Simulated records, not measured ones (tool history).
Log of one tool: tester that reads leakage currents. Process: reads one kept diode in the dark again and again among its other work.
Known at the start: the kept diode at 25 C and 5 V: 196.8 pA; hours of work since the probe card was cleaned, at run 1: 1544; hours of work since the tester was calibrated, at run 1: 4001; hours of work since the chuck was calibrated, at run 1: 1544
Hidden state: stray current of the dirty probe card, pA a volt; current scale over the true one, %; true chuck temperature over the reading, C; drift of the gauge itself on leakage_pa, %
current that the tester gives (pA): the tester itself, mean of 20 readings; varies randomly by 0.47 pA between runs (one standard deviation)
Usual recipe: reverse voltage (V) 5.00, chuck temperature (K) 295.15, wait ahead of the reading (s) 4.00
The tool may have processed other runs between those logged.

run    hour  reverse voltage (V)  chuck temperature (K)  wait ahead of the reading (s)  hours of work since the probe card was cleaned  hours of work since the tester was calibrated  hours of work since the chuck was calibrated  current that the tester gives (pA)
  1     0.0                 5.00                 295.15                           4.00                                            1544                                           4001                                          1544                              142.53
  2   172.9                 5.00                 295.15                           4.00                                            1621                                           4078                                          1621                              141.33
  3   380.7                 5.00                 295.15                           4.00                                            1714                                           4171                                          1714                              141.09
      463.3  -- probe card cleaned and baked
  4   559.8                 5.00                 295.15                           4.00                                              43                                           4250                                          1793                              138.78
  5   741.0                 5.00                 298.15                           4.00                                             125                                           4332                                          1875                              174.09
  6   944.0                 5.00                 295.15                           4.00                                             216                                           4423                                          1966                              137.24
  7  1099.4                 5.00                 295.15                           5.46                                             285                                           4493                                          2036                              135.74
  8  1200.3                 5.00                 295.15                           5.46                                             331                                           4538                                          2081                              135.33
  9  1360.5                 5.00                 295.15                           5.46                                             403                                           4610                                          2153                              134.74
 10  1504.1                 3.10                 315.15                           1.44                                             467                                           4674                                          2217                              506.76
     1713.8  -- tester calibrated
 11  1747.9                 5.00                 295.15                           0.32                                             576                                             15                                          2326                              133.89
     1912.9  -- chuck's temperature calibrated
 12  1999.0                 6.12                 303.15                           4.00                                             687                                            127                                            39                              304.89
 13  2185.3                18.45                 298.15                           1.44                                             771                                            211                                           122                              300.19
 14  2422.7                 8.58                 295.15                           8.63                                             878                                            317                                           229                              183.83
 15  2612.6                 8.58                 295.15                           8.63                                             963                                            402                                           314                              181.78

Pick out some run-to-run changes in current that the tester gives (pA). Of each, how much would a tool without hidden state show as well, from the settings, what came in and chance, and how much is left for the hidden state and any gauge scatter not in both results compared?
Run 9 -> 10: reverse voltage (V) 5.00 -> 3.10, chuck temperature (K) 295.15 -> 315.15, wait ahead of the reading (s) 5.46 -> 1.44. current that the tester gives (pA) +372.02: hidden state -51.08, all else +423.10.
Run 10 -> 11: reverse voltage (V) 3.10 -> 5.00, chuck temperature (K) 315.15 -> 295.15, wait ahead of the reading (s) 1.44 -> 0.32, tester calibrated. current that the tester gives (pA) -372.87: hidden state +47.58, all else -420.45.
